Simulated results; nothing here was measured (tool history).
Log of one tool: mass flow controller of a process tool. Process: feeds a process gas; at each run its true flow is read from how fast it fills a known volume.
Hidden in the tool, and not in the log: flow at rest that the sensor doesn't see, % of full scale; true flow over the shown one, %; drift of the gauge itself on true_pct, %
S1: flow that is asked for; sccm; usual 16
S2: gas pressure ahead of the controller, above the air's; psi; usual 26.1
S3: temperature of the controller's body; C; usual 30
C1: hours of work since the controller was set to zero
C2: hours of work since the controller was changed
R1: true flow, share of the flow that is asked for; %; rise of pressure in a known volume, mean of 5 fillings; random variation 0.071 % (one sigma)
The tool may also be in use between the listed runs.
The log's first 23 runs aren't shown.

run 24 hour=1915.4 | S1=11 S2=26.1 S3=30 | C1=2430 C2=2430 | R1=98.65
run 25 hour=2025.0 | S1=11 S2=26.1 S3=30 | C1=2511 C2=2511 | R1=98.70
run 26 hour=2079.1 | S1=11 S2=26.8 S3=30 | C1=2551 C2=2551 | R1=98.69
run 27 hour=2165.4 | S1=6 S2=28.9 S3=22 | C1=2615 C2=2615 | R1=97.91
run 28 hour=2213.6 | S1=6 S2=28.9 S3=22 | C1=2651 C2=2651 | R1=98.04
run 29 hour=2303.2 | S1=8 S2=26.1 S3=30 | C1=2717 C2=2717 | R1=98.43
run 30 hour=2409.1 | S1=8 S2=30.7 S3=31 | C1=2795 C2=2795 | R1=98.71
run 31 hour=2513.0 | S1=5 S2=24.2 S3=21 | C1=2872 C2=2872 | R1=97.71
run 32 hour=2608.0 | S1=7 S2=24.8 S3=22 | C1=2942 C2=2942 | R1=97.75
run 33 hour=2686.8 | S1=3 S2=38.3 S3=22 | C1=3000 C2=3000 | R1=99.44

Run 34 comes next. What will it give?
run 34 hour=2789.5 | S1=7 S2=28.7 S3=25 | C1=3076 C2=3076 | R1=?

Run 34 gave R1 98.19 %.
Without the tool's hidden state the same run would have given R1 97.87 %.
